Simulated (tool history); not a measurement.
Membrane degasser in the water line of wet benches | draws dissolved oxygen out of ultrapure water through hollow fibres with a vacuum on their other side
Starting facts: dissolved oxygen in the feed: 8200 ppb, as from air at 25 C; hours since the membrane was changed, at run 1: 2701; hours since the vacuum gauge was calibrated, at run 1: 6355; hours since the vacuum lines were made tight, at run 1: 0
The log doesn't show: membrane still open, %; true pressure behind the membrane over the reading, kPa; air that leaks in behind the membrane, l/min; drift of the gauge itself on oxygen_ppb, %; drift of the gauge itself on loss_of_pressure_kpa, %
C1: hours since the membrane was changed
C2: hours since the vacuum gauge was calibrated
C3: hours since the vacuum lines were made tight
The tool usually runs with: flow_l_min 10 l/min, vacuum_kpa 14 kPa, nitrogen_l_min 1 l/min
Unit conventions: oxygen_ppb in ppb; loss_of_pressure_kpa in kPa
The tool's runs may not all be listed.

run 1 hour=0 | flow_l_min=10 vacuum_kpa=14 nitrogen_l_min=1 | C1=2701 C2=6355 C3=0 | oxygen_ppb=271.3 loss_of_pressure_kpa=63.62
run 2 hour=175.5 | flow_l_min=10 vacuum_kpa=16.2 nitrogen_l_min=1 | C1=2876 C2=6530 C3=175 | oxygen_ppb=316.1 loss_of_pressure_kpa=63.95
run 3 hour=320.4 | flow_l_min=10 vacuum_kpa=14 nitrogen_l_min=0.57 | C1=3021 C2=6675 C3=320 | oxygen_ppb=430.7 loss_of_pressure_kpa=64.03
run 4 hour=435.8 | flow_l_min=10 vacuum_kpa=14 nitrogen_l_min=0.57 | C1=3137 C2=6791 C3=436 | oxygen_ppb=428.5 loss_of_pressure_kpa=64.04
run 5 hour=630 | flow_l_min=10 vacuum_kpa=14 nitrogen_l_min=0.57 | C1=3331 C2=6985 C3=630 | oxygen_ppb=427.2 loss_of_pressure_kpa=63.77
run 6 hour=831.3 | flow_l_min=10 vacuum_kpa=14 nitrogen_l_min=0.57 | C1=3532 C2=7186 C3=831 | oxygen_ppb=432.5 loss_of_pressure_kpa=64.39
run 7 hour=1012.9 | flow_l_min=10 vacuum_kpa=14 nitrogen_l_min=0.57 | C1=3714 C2=7368 C3=1013 | oxygen_ppb=432.5 loss_of_pressure_kpa=64.43
run 8 hour=1217.3 | flow_l_min=10 vacuum_kpa=14 nitrogen_l_min=0.57 | C1=3918 C2=7572 C3=1217 | oxygen_ppb=430.5 loss_of_pressure_kpa=64.32
run 9 hour=1322.2 | flow_l_min=13 vacuum_kpa=14 nitrogen_l_min=1 | C1=4023 C2=7677 C3=1322 | oxygen_ppb=358.4 loss_of_pressure_kpa=83.27
run 10 hour=1412.9 | flow_l_min=13 vacuum_kpa=14 nitrogen_l_min=1 | C1=4114 C2=7768 C3=1413 | oxygen_ppb=349.8 loss_of_pressure_kpa=83.87
run 11 hour=1583 | flow_l_min=8 vacuum_kpa=14 nitrogen_l_min=2.37 | C1=4284 C2=7938 C3=1583 | oxygen_ppb=103.3 loss_of_pressure_kpa=51.57
run 12 hour=1737.8 | flow_l_min=10 vacuum_kpa=17.4 nitrogen_l_min=0.43 | C1=4439 C2=8093 C3=1738 | oxygen_ppb=689.3 loss_of_pressure_kpa=65.1
run 13 hour=1876.4 | flow_l_min=14 vacuum_kpa=29.9 nitrogen_l_min=1.09 | C1=4577 C2=8231 C3=1876 | oxygen_ppb=778.1 loss_of_pressure_kpa=90.72

Forecast run 14:
run 14 hour=2021.4 | flow_l_min=10 vacuum_kpa=22 nitrogen_l_min=1.09 | C1=4722 C2=8376 C3=2021 | oxygen_ppb=? loss_of_pressure_kpa=?

Run 14 produced oxygen_ppb 422.4 ppb, loss_of_pressure_kpa 64.92 kPa.
On a tool with no hidden condition, and with the same random variation, this run would have come out at oxygen_ppb 422.3 ppb, loss_of_pressure_kpa 63.97 kPa.

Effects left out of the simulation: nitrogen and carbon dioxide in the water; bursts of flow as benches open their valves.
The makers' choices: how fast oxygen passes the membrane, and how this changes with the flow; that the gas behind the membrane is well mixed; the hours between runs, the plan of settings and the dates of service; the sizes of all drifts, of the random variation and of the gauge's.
